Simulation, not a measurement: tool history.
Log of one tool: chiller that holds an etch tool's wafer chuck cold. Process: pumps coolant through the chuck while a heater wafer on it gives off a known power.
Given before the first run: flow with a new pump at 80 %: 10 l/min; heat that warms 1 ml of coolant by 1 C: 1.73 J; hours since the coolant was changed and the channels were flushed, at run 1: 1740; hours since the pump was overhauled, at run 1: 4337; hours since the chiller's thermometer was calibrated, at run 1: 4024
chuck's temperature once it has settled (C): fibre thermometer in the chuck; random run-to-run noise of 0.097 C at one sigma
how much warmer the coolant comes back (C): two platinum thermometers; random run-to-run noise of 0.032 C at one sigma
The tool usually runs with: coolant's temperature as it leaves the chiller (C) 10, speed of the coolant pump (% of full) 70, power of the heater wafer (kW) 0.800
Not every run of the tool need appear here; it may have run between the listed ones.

run	day	coolant's temperature as it leaves the chiller (C)	speed of the coolant pump (% of full)	power of the heater wafer (kW)	hours since the coolant was changed and the channels were flushed	hours since the pump was overhauled	hours since the chiller's thermometer was calibrated	chuck's temperature once it has settled (C)	how much warmer the coolant comes back (C)
1	0.000	10	70	0.800	1740	4337	4024	17.18	3.53
2	4.092	10	70	0.522	1838	4435	4122	14.89	2.35
3	10.592	10	70	0.522	1994	4591	4278	15.23	2.33
# day 13.104: chiller's thermometer calibrated
4	17.088	10	93	0.800	2149	4746	96	15.10	2.60
5	24.688	10	93	0.800	2331	4929	278	15.35	2.62
6	29.438	10	93	0.800	2445	5043	392	15.04	2.61
7	34.296	10	93	0.800	2562	5159	509	15.23	2.68
8	40.679	20	93	0.800	2715	5312	662	25.40	2.66
9	45.554	20	93	0.800	2832	5429	779	25.49	2.65
10	52.754	20	67	0.800	3005	5602	952	27.31	3.85
11	59.962	20	67	0.447	3178	5775	1125	24.16	2.17
12	67.600	20	67	0.447	3361	5959	1308	24.30	2.17
13	71.446	10	70	0.800	3454	6051	1400	17.37	3.69
14	76.904	10	70	0.800	3585	6182	1531	17.20	3.68
15	81.600	10	70	0.800	3697	6294	1644	17.07	3.72
16	87.158	10	70	0.800	3831	6428	1777	17.25	3.75
17	95.550	15	70	0.668	4032	6629	1979	21.41	3.16
18	101.246	7	95	0.797	4169	6766	2115	12.75	2.72
19	108.450	7	76	0.446	4342	6939	2288	10.98	1.91
20	113.362	4	70	0.800	4460	7057	2406	11.37	3.81
21	119.425	18	83	0.800	4605	7202	2552	24.61	3.13

The next listed run, before its measurement:
22	122.892	18	86	1.162	4688	7286	2635	?	?

{"run 22": {"chuck's temperature once it has settled (C)": 27.08, "how much warmer the coolant comes back (C)": 4.4}}
Minus the tool's unlogged condition, the same run would have read chuck's temperature once it has settled (C) 25.15, how much warmer the coolant comes back (C) 3.71.
